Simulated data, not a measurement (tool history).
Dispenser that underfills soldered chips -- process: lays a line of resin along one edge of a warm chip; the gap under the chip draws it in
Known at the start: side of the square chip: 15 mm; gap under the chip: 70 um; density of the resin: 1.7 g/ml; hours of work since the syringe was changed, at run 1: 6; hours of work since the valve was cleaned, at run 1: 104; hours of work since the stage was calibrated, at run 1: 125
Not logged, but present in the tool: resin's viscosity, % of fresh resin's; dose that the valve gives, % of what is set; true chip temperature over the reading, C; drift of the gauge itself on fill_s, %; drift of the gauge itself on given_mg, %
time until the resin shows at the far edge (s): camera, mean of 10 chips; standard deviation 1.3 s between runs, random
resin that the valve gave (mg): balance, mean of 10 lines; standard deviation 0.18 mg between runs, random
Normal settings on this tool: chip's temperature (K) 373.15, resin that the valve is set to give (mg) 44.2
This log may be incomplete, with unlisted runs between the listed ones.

run   hour  chip's temperature (K)  resin that the valve is set to give (mg)  hours of work since the syringe was changed  hours of work since the valve was cleaned  hours of work since the stage was calibrated  time until the resin shows at the far edge (s)  resin that the valve gave (mg)
  1      0                  373.15                                      44.2                                            6                                        104                                           125                                           205.3                           39.93
  2    7.3                  373.15                                      44.2                                           10                                        109                                           130                                           293.3                           40.04
       8.9  -- new syringe of resin
      10.5  -- dispensing valve cleaned and set on the balance
  3   13.4                  373.15                                      57.1                                            2                                          2                                           133                                           150.8                           57.27
  4   22.4                  373.15                                      57.1                                            8                                          8                                           139                                           247.2                            56.6
      27.1  -- new syringe of resin
  5     32                  373.15                                      57.1                                            3                                         14                                           145                                             160                           56.53
  6   41.1                  373.15                                      51.7                                            9                                         20                                           151                                           255.3                           50.75
      44.5  -- new syringe of resin
  7   45.9                  373.15                                      51.7                                            1                                         23                                           154                                           138.6                           51.22
  8   53.6                  373.15                                        49                                            6                                         28                                           159                                           207.3                           47.78
  9   60.1                  373.15                                        49                                           10                                         33                                           164                                           284.6                           47.65
      61.9  -- new syringe of resin
 10   70.1                  373.15                                        49                                            6                                         39                                           170                                           196.8                           47.68
      79.4  -- new syringe of resin
 11     80                  373.15                                      42.7                                            0                                         46                                           177                                             133                           41.44
 12   86.8                  362.15                                      42.7                                            5                                         50                                           181                                           306.1                           41.13
      96.7  -- new syringe of resin
 13   96.7                  362.15                                      42.7                                            0                                         57                                           187                                           206.6                           40.56
 14  106.3                  369.15                                      44.2                                            6                                         63                                           194                                           251.5                           41.98
     114.1  -- new syringe of resin
 15  114.1                  369.15                                      44.2                                            0                                         68                                           199                                           150.5                           41.69
 16  120.2                  373.15                                      45.2                                            4                                         72                                           203                                           177.5                           42.69
 17  126.6                  358.15                                      55.1                                            8                                         76                                           207                                           455.1                           51.67
     131.5  -- new syringe of resin
 18  135.8                  367.15                                      43.2                                            3                                         82                                           213                                           215.2                           40.33
 19  144.8                  367.15                                      43.2                                            9                                         88                                           219                                           344.8                           40.05

Run 20, settings as shown, results not yet in. Your forecast:
     148.7  -- new syringe of resin
 20  149.5                  375.15                                      39.4                                            1                                         91                                           222                                               ?                               ?

{"run 20": {"time until the resin shows at the far edge (s)": 124.7, "resin that the valve gave (mg)": 36.56}}
Take away the tool's hidden state, keep the run-to-run variation as it was, and the same run would have given time until the resin shows at the far edge (s) 114, resin that the valve gave (mg) 39.49.
